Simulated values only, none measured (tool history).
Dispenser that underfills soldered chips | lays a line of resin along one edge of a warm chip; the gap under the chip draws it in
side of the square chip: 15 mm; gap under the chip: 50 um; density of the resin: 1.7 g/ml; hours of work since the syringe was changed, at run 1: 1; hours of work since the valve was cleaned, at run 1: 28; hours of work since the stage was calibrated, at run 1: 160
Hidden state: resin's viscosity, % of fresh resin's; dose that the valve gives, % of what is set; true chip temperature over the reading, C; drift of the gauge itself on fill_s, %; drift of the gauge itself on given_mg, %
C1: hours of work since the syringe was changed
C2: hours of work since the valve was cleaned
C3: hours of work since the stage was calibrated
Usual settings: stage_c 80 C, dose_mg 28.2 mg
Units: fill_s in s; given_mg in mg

Run 1, hour 0: usual settings; C1 1; C2 28; C3 160. Result: fill_s 256.5 s, given_mg 28.01 mg.
Run 2, hour 4.8: usual settings; C1 4; C2 31; C3 164. Result: fill_s 305.2 s, given_mg 27.97 mg.
At hour 9.5: new syringe of resin.
Run 3, hour 11.7: usual settings; C1 2; C2 36; C3 168. Result: fill_s 264.9 s, given_mg 27.94 mg.
Run 4, hour 18.6: usual settings; C1 7; C2 41; C3 173. Result: fill_s 341.4 s, given_mg 27.87 mg.
At hour 19.9: new syringe of resin.
Run 5, hour 23.5: usual settings; C1 3; C2 44; C3 177. Result: fill_s 286.5 s, given_mg 27.87 mg.
At hour 26.3: dispensing valve cleaned and set on the balance.
Run 6, hour 29.5: usual settings but dose_mg 28.5 mg; C1 6; C2 2; C3 180. Result: fill_s 343 s, given_mg 28.49 mg.
At hour 31.4: new syringe of resin.
Run 7, hour 35.9: usual settings but dose_mg 28.5 mg; C1 3; C2 7; C3 185. Result: fill_s 290.7 s, given_mg 28.46 mg.
Run 8, hour 39: usual settings but dose_mg 28.5 mg; C1 5; C2 9; C3 187. Result: fill_s 333.3 s, given_mg 28.46 mg.
At hour 42.1: new syringe of resin.
Run 9, hour 43.1: usual settings but dose_mg 28.5 mg; C1 1; C2 12; C3 190. Result: fill_s 261.4 s, given_mg 28.45 mg.
Run 10, hour 50.3: usual settings but dose_mg 28.5 mg; C1 6; C2 17; C3 195. Result: fill_s 340 s, given_mg 28.36 mg.
At hour 52.9: new syringe of resin.
Run 11, hour 54.5: usual settings but dose_mg 28.5 mg; C1 1; C2 20; C3 198. Result: fill_s 270.1 s, given_mg 28.37 mg.
Run 12, hour 60.6: usual settings but dose_mg 28.5 mg; C1 6; C2 24; C3 202. Result: fill_s 330.5 s, given_mg 28.34 mg.
At hour 63.4: new syringe of resin.
Run 13, hour 64.4: usual settings but dose_mg 28.5 mg; C1 1; C2 27; C3 205. Result: fill_s 259.2 s, given_mg 28.29 mg.
Run 14, hour 68: usual settings but dose_mg 28.5 mg; C1 3; C2 29; C3 207. Result: fill_s 292 s, given_mg 28.29 mg.
Run 15, hour 72.2: usual settings but dose_mg 28.5 mg; C1 6; C2 32; C3 210. Result: fill_s 354 s, given_mg 28.27 mg.
At hour 74: new syringe of resin.
Run 16, hour 77.6: usual settings but dose_mg 28.5 mg; C1 3; C2 36; C3 214. Result: fill_s 291.1 s, given_mg 28.22 mg.
Run 17, hour 83.1: usual settings but dose_mg 28.5 mg; C1 7; C2 40; C3 218. Result: fill_s 358.6 s, given_mg 28.19 mg.
At hour 84.4: new syringe of resin.
Run 18, hour 86.8: usual settings but dose_mg 26.4 mg; C1 2; C2 43; C3 220. Result: fill_s 276.1 s, given_mg 26.09 mg.
At hour 92: dispensing valve cleaned and set on the balance.
Run 19, hour 94.4: usual settings but dose_mg 26.4 mg; C1 7; C2 2; C3 225. Result: fill_s 349 s, given_mg 26.43 mg.
At hour 96.1: new syringe of resin.
Run 20, hour 98.8: usual settings but dose_mg 26.4 mg; C1 2; C2 5; C3 228. Result: fill_s 283.4 s, given_mg 26.42 mg.
Run 21, hour 104.7: usual settings but dose_mg 26.4 mg; C1 6; C2 9; C3 232. Result: fill_s 361.1 s, given_mg 26.36 mg.
At hour 106.9: new syringe of resin.
Run 22, hour 112.3: usual settings but stage_c 82 C, dose_mg 35.7 mg; C1 4; C2 14; C3 238. Result: fill_s 279.3 s, given_mg 35.59 mg.
Run 23, hour 116.1: usual settings but stage_c 77 C, dose_mg 27.9 mg; C1 7; C2 17; C3 240. Result: fill_s 407.1 s, given_mg 27.76 mg.
At hour 117.3: new syringe of resin.
Run 24, hour 123.5: usual settings but stage_c 84 C, dose_mg 32.2 mg; C1 4; C2 22; C3 246. Result: fill_s 268.5 s, given_mg 32 mg.
At hour 127.9: new syringe of resin.
Run 25, hour 131.2: usual settings but stage_c 65 C, dose_mg 33.4 mg; C1 2; C2 27; C3 251. Result: fill_s 507.6 s, given_mg 33.11 mg.
Run 26, hour 135.9: usual settings but stage_c 73 C, dose_mg 27.9 mg; C1 6; C2 31; C3 254. Result: fill_s 449.6 s, given_mg 27.66 mg.
At hour 138.3: new syringe of resin.
Run 27, hour 139.1: usual settings but stage_c 90 C, dose_mg 24.6 mg; C1 1; C2 33; C3 256. Result: fill_s 186.3 s, given_mg 24.36 mg.
Run 28, hour 143.5: usual settings but dose_mg 32 mg; C1 4; C2 36; C3 260. Result: fill_s 305.2 s, given_mg 31.66 mg.
Run 29, hour 147.9: usual settings but dose_mg 32 mg; C1 7; C2 39; C3 263. Result: fill_s 368.2 s, given_mg 31.67 mg.
At hour 148.8: new syringe of resin.
Run 30, hour 152.1: usual settings but stage_c 83 C, dose_mg 29.8 mg; C1 2; C2 42; C3 266. Result: fill_s 259.1 s, given_mg 29.44 mg.
At hour 157.9: dispensing valve cleaned and set on the balance.
Run 31, hour 157.9: usual settings but dose_mg 25.7 mg; C1 6; C2 0; C3 269. Result: fill_s 352.7 s, given_mg 25.7 mg.
At hour 160.8: new syringe of resin.
Run 32, hour 163.1: usual settings but stage_c 94 C, dose_mg 24.8 mg; C1 2; C2 4; C3 273. Result: fill_s 166 s, given_mg 24.8 mg.
Run 33, hour 168.4: usual settings but stage_c 70 C, dose_mg 24.5 mg; C1 6; C2 7; C3 277. Result: fill_s 511.4 s, given_mg 24.45 mg.
At hour 171.2: new syringe of resin.
Run 34, hour 175.8: usual settings but dose_mg 24.4 mg; C1 3; C2 13; C3 282. Result: fill_s 315.6 s, given_mg 24.31 mg.
Run 35, hour 180.2: usual settings but stage_c 92 C, dose_mg 34.4 mg; C1 6; C2 16; C3 285. Result: fill_s 224 s, given_mg 34.24 mg.

Hidden state or all else? Some run-to-run changes of fill_s, split into what the settings, what came in and random variation would give without the hidden state, and what is left for the hidden state (with any gauge scatter that isn't in both results):
Run 24 -> 25: stage_c 84 -> 65, dose_mg 32.2 -> 33.4, new syringe of resin. fill_s +239.1 s: hidden state +14.1, all else +225.
Run 26 -> 27: stage_c 73 -> 90, dose_mg 27.9 -> 24.6, new syringe of resin. fill_s -263.3 s: hidden state -118, all else -145.3.
Run 31 -> 32: stage_c 80 -> 94, dose_mg 25.7 -> 24.8, new syringe of resin. fill_s -186.7 s: hidden state -88, all else -98.7.
Run 32 -> 33: stage_c 94 -> 70, dose_mg 24.8 -> 24.5. fill_s +345.4 s: hidden state +125.4, all else +220.
